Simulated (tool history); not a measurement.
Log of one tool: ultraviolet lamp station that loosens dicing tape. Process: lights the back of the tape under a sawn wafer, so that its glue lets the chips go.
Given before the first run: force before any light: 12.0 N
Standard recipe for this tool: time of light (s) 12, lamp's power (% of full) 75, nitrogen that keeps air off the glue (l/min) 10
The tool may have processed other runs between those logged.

run    day  time of light (s)  lamp's power (% of full)  nitrogen that keeps air off the glue (l/min)  force that peels the tape off (N)  light that reached the tape (mJ/cm2)
  1  0.000                 12                        75                                            10                              1.054                                   256
  2  0.592                 12                        75                                            10                              1.061                                   255
  3  1.471                 12                        75                                            10                              1.075                                   256
  4  2.354                 12                        75                                            10                              1.052                                   249
  5  2.954                 12                        75                                            10                              1.064                                   249
  6  3.858                 12                        75                                            18                              0.615                                   249
  7  4.804                 12                        75                                            18                              0.651                                   246
  8  5.650                 12                        75                                            18                              0.660                                   245
  9  6.383                 12                        87                                             4                              1.887                                   283
 10  7.333                 12                        87                                             4                              1.923                                   278
 11  7.958                  7                        87                                             4                              4.015                                   167
 12  9.012                 11                        68                                             4                              3.312                                   198
 13  9.767                 18                        70                                             4                              1.350                                   334

4 ways to go on from here, each from the tool as it stands after run 13. What would each give?
  A  10.812                 18                        86                                             6                                  ?                                     ?
  B  10.812                  7                        70                                             4                                  ?                                     ?
  C  10.812                 13                        61                                            10                                  ?                                     ?
  D  10.812                 18                        71                                            18                                  ?                                     ?

run  force that peels the tape off (N)  light that reached the tape (mJ/cm2)
  A                              0.569                                   405
  B                              5.202                                   131
  C                              1.567                                   212
  D                              0.284                                   339
The same runs, with their run-to-run variation unchanged, on a tool lacking any hidden condition would have given:
run  force that peels the tape off (N)  light that reached the tape (mJ/cm2)
  A                              0.420                                   453
  B                              4.707                                   146
  C                              1.246                                   236
  D                              0.212                                   379
